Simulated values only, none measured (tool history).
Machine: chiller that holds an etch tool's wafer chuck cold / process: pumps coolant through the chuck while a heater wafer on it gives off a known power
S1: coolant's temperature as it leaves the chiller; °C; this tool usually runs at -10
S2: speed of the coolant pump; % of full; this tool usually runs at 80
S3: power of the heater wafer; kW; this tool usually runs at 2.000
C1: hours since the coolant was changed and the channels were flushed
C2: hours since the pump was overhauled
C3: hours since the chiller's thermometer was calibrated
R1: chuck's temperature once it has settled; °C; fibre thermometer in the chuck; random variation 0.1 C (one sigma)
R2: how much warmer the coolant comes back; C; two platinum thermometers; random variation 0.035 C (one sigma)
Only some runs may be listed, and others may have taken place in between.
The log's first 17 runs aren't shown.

{"run": 18, "hour": 945.6, "S1": -10, "S2": 80, "S3": 1.666, "C1": 2849, "C2": 2342, "C3": 2625, "R1": 1.0, "R2": 5.01}
{"run": 19, "hour": 983.7, "S1": -10, "S2": 80, "S3": 1.666, "C1": 2887, "C2": 2380, "C3": 2663, "R1": 1.1, "R2": 5.02}
{"run": 20, "hour": 1022.2, "S1": -16, "S2": 92, "S3": 1.371, "C1": 2925, "C2": 2419, "C3": 2701, "R1": -7.9, "R2": 3.53}
{"run": 21, "hour": 1078.5, "S1": -19, "S2": 80, "S3": 1.161, "C1": 2982, "C2": 2475, "C3": 2758, "R1": -11.4, "R2": 3.46}
{"run": 22, "hour": 1117.4, "S1": -10, "S2": 73, "S3": 1.136, "C1": 3020, "C2": 2514, "C3": 2796, "R1": -1.8, "R2": 3.77}
{"run": 23, "hour": 1155.3, "S1": -3, "S2": 80, "S3": 2.0, "C1": 3058, "C2": 2552, "C3": 2834, "R1": 10.4, "R2": 5.99}
{"run": 24, "hour": 1218.6, "S1": -3, "S2": 80, "S3": 2.0, "C1": 3122, "C2": 2615, "C3": 2898, "R1": 10.5, "R2": 6.0}
{"run": 25, "hour": 1248.0, "S1": -3, "S2": 80, "S3": 2.0, "C1": 3151, "C2": 2645, "C3": 2927, "R1": 10.4, "R2": 5.98}
{"run": 26, "hour": 1290.3, "S1": -4, "S2": 80, "S3": 1.407, "C1": 3193, "C2": 2687, "C3": 2969, "R1": 5.4, "R2": 4.21}
{"run": 27, "hour": 1351.1, "S1": -8, "S2": 92, "S3": 2.136, "C1": 3254, "C2": 2748, "C3": 3030, "R1": 4.8, "R2": 5.55}
{"run": 28, "hour": 1418.0, "S1": -5, "S2": 62, "S3": 1.311, "C1": 3321, "C2": 2815, "C3": 3097, "R1": 5.7, "R2": 5.09}
{"run": 29, "hour": 1473.1, "S1": -5, "S2": 62, "S3": 1.311, "C1": 3376, "C2": 2870, "C3": 3152, "R1": 5.8, "R2": 5.06}
{"run": 30, "hour": 1526.5, "S1": -9, "S2": 74, "S3": 1.565, "C1": 3430, "C2": 2923, "C3": 3206, "R1": 2.2, "R2": 5.07}
{"run": 31, "hour": 1581.7, "S1": -11, "S2": 79, "S3": 1.084, "C1": 3485, "C2": 2978, "C3": 3261, "R1": -3.7, "R2": 3.28}

Each row is a separate what-if for the run after 31, all from the same tool condition, not one after another. Results?
{"run": "A", "hour": 1639.5, "S1": -9, "S2": 78, "S3": 2.26, "C1": 3543, "C2": 3036, "C3": 3319, "R1": "?", "R2": "?"}
{"run": "B", "hour": 1639.5, "S1": -11, "S2": 84, "S3": 1.661, "C1": 3543, "C2": 3036, "C3": 3319, "R1": "?", "R2": "?"}
{"run": "C", "hour": 1639.5, "S1": -5, "S2": 80, "S3": 2.0, "C1": 3543, "C2": 3036, "C3": 3319, "R1": "?", "R2": "?"}

run=A R1=6.5 R2=6.98
run=B R1=-0.3 R2=4.71
run=C R1=8.4 R2=6.02
Without the tool's hidden state the same runs would have given:
run=A R1=6.5 R2=6.97
run=B R1=-0.3 R2=4.71
run=C R1=8.3 R2=6.02
